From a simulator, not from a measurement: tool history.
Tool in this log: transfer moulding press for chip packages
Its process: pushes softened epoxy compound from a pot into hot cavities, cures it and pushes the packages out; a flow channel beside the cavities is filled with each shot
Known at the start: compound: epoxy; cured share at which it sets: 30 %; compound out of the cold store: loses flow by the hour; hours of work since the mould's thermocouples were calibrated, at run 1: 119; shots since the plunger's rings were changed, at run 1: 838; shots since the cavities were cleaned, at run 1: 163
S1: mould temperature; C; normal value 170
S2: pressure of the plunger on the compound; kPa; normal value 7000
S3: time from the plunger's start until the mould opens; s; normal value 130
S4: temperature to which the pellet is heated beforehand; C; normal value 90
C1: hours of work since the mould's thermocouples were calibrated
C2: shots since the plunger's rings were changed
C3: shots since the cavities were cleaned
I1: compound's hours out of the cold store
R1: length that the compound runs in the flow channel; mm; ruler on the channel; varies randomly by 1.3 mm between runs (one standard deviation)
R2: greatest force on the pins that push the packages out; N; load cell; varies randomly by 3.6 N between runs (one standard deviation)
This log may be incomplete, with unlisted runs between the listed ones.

run 1 hour=0.0 | S1=170 S2=7000 S3=130 S4=90 | C1=119 C2=838 C3=163 | I1=37.3 | R1=613 R2=230
run 2 hour=9.0 | S1=170 S2=7000 S3=130 S4=90 | C1=125 C2=917 C3=242 | I1=42.9 | R1=602 R2=232
run 3 hour=17.7 | S1=170 S2=7000 S3=130 S4=90 | C1=130 C2=993 C3=318 | I1=28.8 | R1=628 R2=257
run 4 hour=24.5 | S1=170 S2=7000 S3=130 S4=90 | C1=135 C2=1053 C3=378 | I1=11.2 | R1=662 R2=265
run 5 hour=30.2 | S1=170 S2=7000 S3=130 S4=90 | C1=138 C2=1103 C3=428 | I1=38.0 | R1=612 R2=264
-- hour=33.2 cavities cleaned with cleaning compound and waxed
run 6 hour=37.0 | S1=170 S2=7000 S3=130 S4=90 | C1=141 C2=1149 C3=33 | I1=13.0 | R1=659 R2=196
run 7 hour=46.5 | S1=170 S2=7000 S3=130 S4=90 | C1=147 C2=1232 C3=116 | I1=10.1 | R1=665 R2=216
run 8 hour=51.3 | S1=170 S2=7000 S3=130 S4=90 | C1=150 C2=1274 C3=158 | I1=15.6 | R1=652 R2=220
run 9 hour=58.6 | S1=178 S2=6180 S3=130 S4=90 | C1=155 C2=1338 C3=222 | I1=34.0 | R1=566 R2=222
-- hour=61.0 mould's thermocouples calibrated
run 10 hour=67.1 | S1=163 S2=5560 S3=113 S4=84 | C1=4 C2=1396 C3=280 | I1=19.5 | R1=588 R2=395
run 11 hour=73.9 | S1=163 S2=5560 S3=113 S4=84 | C1=8 C2=1455 C3=339 | I1=18.4 | R1=591 R2=405
run 12 hour=80.0 | S1=163 S2=5560 S3=113 S4=84 | C1=12 C2=1508 C3=392 | I1=32.8 | R1=563 R2=405
run 13 hour=84.9 | S1=163 S2=5560 S3=113 S4=84 | C1=15 C2=1551 C3=435 | I1=38.8 | R1=554 R2=416
-- hour=87.2 cavities cleaned with cleaning compound and waxed
run 14 hour=92.5 | S1=170 S2=5830 S3=131 S4=84 | C1=18 C2=1605 C3=47 | I1=19.5 | R1=586 R2=192
run 15 hour=97.1 | S1=170 S2=5830 S3=131 S4=84 | C1=21 C2=1646 C3=88 | I1=10.2 | R1=602 R2=201
run 16 hour=104.4 | S1=170 S2=6080 S3=126 S4=88 | C1=26 C2=1709 C3=151 | I1=39.3 | R1=563 R2=217

3 ways to go on from here, each from the tool as it stands after run 16. What would each give?
-- hour=108.3 mould's thermocouples calibrated, once more
run A hour=111.4 | S1=174 S2=7000 S3=117 S4=83 | C1=2 C2=1753 C3=195 | I1=25.5 | R1=? R2=?
-- hour=108.3 mould's thermocouples calibrated, once more
run B hour=111.4 | S1=170 S2=6080 S3=138 S4=86 | C1=2 C2=1753 C3=195 | I1=14.0 | R1=? R2=?
-- hour=108.3 mould's thermocouples calibrated, once more
run C hour=111.4 | S1=163 S2=6080 S3=126 S4=88 | C1=2 C2=1753 C3=195 | I1=38.8 | R1=? R2=?

run=A R1=622 R2=225
run=B R1=611 R2=220
run=C R1=582 R2=315
What these runs would have given with no unlogged condition in the tool:
run=A R1=629 R2=184
run=B R1=618 R2=180
run=C R1=589 R2=257

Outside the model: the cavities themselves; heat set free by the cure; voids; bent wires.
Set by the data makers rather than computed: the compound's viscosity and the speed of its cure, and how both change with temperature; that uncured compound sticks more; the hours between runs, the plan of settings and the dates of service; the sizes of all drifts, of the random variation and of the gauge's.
